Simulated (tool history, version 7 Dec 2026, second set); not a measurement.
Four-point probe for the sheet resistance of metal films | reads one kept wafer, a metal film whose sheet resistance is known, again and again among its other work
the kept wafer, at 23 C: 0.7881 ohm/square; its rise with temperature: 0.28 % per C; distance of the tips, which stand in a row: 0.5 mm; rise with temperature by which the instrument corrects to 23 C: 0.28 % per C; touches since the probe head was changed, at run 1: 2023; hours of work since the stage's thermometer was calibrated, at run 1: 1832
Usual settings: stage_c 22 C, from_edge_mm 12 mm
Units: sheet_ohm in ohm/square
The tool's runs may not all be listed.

run,hour,stage_c,from_edge_mm,touches since the probe head was changed,hours of work since the stage's thermometer was calibrated,sheet_ohm
1,0,22,12,2023,1832,0.789658
2,40.6,19,12,2379,1849,0.790044
3,79.9,20,12,2723,1865,0.790088
# hour 100.9: stage's thermometer calibrated
4,106.4,22,12,2951,2,0.789028
5,125.8,22,12,3121,10,0.789221
6,161.5,22,12,3434,25,0.789182
7,182,22,12,3614,33,0.789465
8,219.3,22,12,3940,49,0.789074
9,253.1,22,48,4237,63,0.789034
10,283.2,22,48,4500,75,0.788554
11,300.7,34,6,4654,82,0.790718
12,327.5,34,6,4888,94,0.790936
# hour 341.9: stage's thermometer calibrated, once more
13,355.6,19,9,5130,6,0.791846
14,386,22,12,5397,18,0.79098
15,405.9,21,6,5571,26,0.793116
16,442.1,20,8,5888,41,0.791962
17,472.6,24,17,6155,54,0.790395

Forecast each of these 3 alternatives for the next run:
A,489.9,29,25,6307,61,?
B,489.9,23,12,6307,61,?
C,489.9,19,8,6307,61,?

run,sheet_ohm
A,0.789893
B,0.790924
C,0.791851
Without the tool's hidden state the same runs would have given:
run,sheet_ohm
A,0.787864
B,0.788892
C,0.789817
